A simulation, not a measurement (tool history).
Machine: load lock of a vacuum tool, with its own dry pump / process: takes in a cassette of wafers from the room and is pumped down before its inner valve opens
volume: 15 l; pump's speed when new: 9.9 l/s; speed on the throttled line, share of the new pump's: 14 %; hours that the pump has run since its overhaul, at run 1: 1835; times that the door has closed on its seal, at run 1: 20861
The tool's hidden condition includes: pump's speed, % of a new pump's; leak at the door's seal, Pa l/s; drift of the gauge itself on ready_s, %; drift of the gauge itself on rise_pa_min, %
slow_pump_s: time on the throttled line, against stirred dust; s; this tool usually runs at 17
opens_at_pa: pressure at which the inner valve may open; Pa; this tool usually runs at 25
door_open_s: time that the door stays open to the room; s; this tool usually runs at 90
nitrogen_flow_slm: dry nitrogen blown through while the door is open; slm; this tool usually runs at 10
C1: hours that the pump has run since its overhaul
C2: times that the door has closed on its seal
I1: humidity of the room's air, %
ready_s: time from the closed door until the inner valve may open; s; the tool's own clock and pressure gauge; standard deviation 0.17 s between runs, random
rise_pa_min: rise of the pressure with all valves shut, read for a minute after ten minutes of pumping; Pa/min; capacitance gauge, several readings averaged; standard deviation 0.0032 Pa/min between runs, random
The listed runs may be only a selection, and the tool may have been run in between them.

run 1 hour=0 | slow_pump_s=17 opens_at_pa=25 door_open_s=90 nitrogen_flow_slm=10 | C1=1835 C2=20861 | I1=43.6 | ready_s=27 rise_pa_min=0.097
run 2 hour=43.5 | slow_pump_s=17 opens_at_pa=25 door_open_s=90 nitrogen_flow_slm=10 | C1=1878 C2=20969 | I1=43.3 | ready_s=27.5 rise_pa_min=0.101
run 3 hour=102.6 | slow_pump_s=17 opens_at_pa=25 door_open_s=90 nitrogen_flow_slm=7 | C1=1937 C2=21117 | I1=45.2 | ready_s=27.5 rise_pa_min=0.109
run 4 hour=154.5 | slow_pump_s=17 opens_at_pa=25 door_open_s=90 nitrogen_flow_slm=7 | C1=1989 C2=21246 | I1=44.2 | ready_s=27.6 rise_pa_min=0.106
run 5 hour=244.2 | slow_pump_s=17 opens_at_pa=25 door_open_s=90 nitrogen_flow_slm=7 | C1=2079 C2=21470 | I1=49.3 | ready_s=27.3 rise_pa_min=0.122
run 6 hour=326.5 | slow_pump_s=17 opens_at_pa=25 door_open_s=44 nitrogen_flow_slm=10 | C1=2161 C2=21676 | I1=41.7 | ready_s=27 rise_pa_min=0.067
run 7 hour=391.4 | slow_pump_s=17 opens_at_pa=25 door_open_s=44 nitrogen_flow_slm=10 | C1=2226 C2=21838 | I1=45.5 | ready_s=27.2 rise_pa_min=0.069
run 8 hour=478.2 | slow_pump_s=17 opens_at_pa=25 door_open_s=44 nitrogen_flow_slm=10 | C1=2313 C2=22054 | I1=44.9 | ready_s=27.4 rise_pa_min=0.066
run 9 hour=561.8 | slow_pump_s=24 opens_at_pa=25 door_open_s=52 nitrogen_flow_slm=10 | C1=2397 C2=22263 | I1=43.8 | ready_s=33.4 rise_pa_min=0.08
run 10 hour=635.4 | slow_pump_s=24 opens_at_pa=22 door_open_s=40 nitrogen_flow_slm=26 | C1=2470 C2=22447 | I1=42.4 | ready_s=33.6 rise_pa_min=0.05
run 11 hour=682.4 | slow_pump_s=22 opens_at_pa=34 door_open_s=99 nitrogen_flow_slm=13 | C1=2517 C2=22564 | I1=46 | ready_s=30.7 rise_pa_min=0.103
run 12 hour=742.6 | slow_pump_s=17 opens_at_pa=25 door_open_s=35 nitrogen_flow_slm=5 | C1=2577 C2=22714 | I1=44.7 | ready_s=27.4 rise_pa_min=0.078
run 13 hour=831.8 | slow_pump_s=20 opens_at_pa=21 door_open_s=58 nitrogen_flow_slm=9 | C1=2667 C2=22937 | I1=42.2 | ready_s=30.1 rise_pa_min=0.08
run 14 hour=897.5 | slow_pump_s=14 opens_at_pa=32 door_open_s=115 nitrogen_flow_slm=10 | C1=2732 C2=23101 | I1=42.8 | ready_s=24.5 rise_pa_min=0.118
run 15 hour=940.8 | slow_pump_s=14 opens_at_pa=32 door_open_s=115 nitrogen_flow_slm=10 | C1=2776 C2=23209 | I1=47.8 | ready_s=24.2 rise_pa_min=0.121
run 16 hour=996.1 | slow_pump_s=14 opens_at_pa=32 door_open_s=115 nitrogen_flow_slm=10 | C1=2831 C2=23347 | I1=43.2 | ready_s=24.4 rise_pa_min=0.114

What if the next run were any one of these 5? Each begins from the tool's condition after run 16:
run A hour=1085.6 | slow_pump_s=14 opens_at_pa=23 door_open_s=115 nitrogen_flow_slm=10 | C1=2920 C2=23570 | I1=44.6 | ready_s=? rise_pa_min=?
run B hour=1085.6 | slow_pump_s=9 opens_at_pa=25 door_open_s=85 nitrogen_flow_slm=10 | C1=2920 C2=23570 | I1=43 | ready_s=? rise_pa_min=?
run C hour=1085.6 | slow_pump_s=17 opens_at_pa=25 door_open_s=220 nitrogen_flow_slm=10 | C1=2920 C2=23570 | I1=48.5 | ready_s=? rise_pa_min=?
run D hour=1085.6 | slow_pump_s=10 opens_at_pa=32 door_open_s=78 nitrogen_flow_slm=10 | C1=2920 C2=23570 | I1=42.8 | ready_s=? rise_pa_min=?
run E hour=1085.6 | slow_pump_s=14 opens_at_pa=32 door_open_s=115 nitrogen_flow_slm=17 | C1=2920 C2=23570 | I1=44.4 | ready_s=? rise_pa_min=?

run=A ready_s=24.6 rise_pa_min=0.114
run=B ready_s=20.4 rise_pa_min=0.1
run=C ready_s=27.3 rise_pa_min=0.179
run=D ready_s=21.1 rise_pa_min=0.092
run=E ready_s=24.2 rise_pa_min=0.101
What these runs would have given with no unlogged condition in the tool:
run=A ready_s=24.6 rise_pa_min=0.114
run=B ready_s=20.4 rise_pa_min=0.099
run=C ready_s=27.3 rise_pa_min=0.179
run=D ready_s=21.1 rise_pa_min=0.091
run=E ready_s=24.2 rise_pa_min=0.1
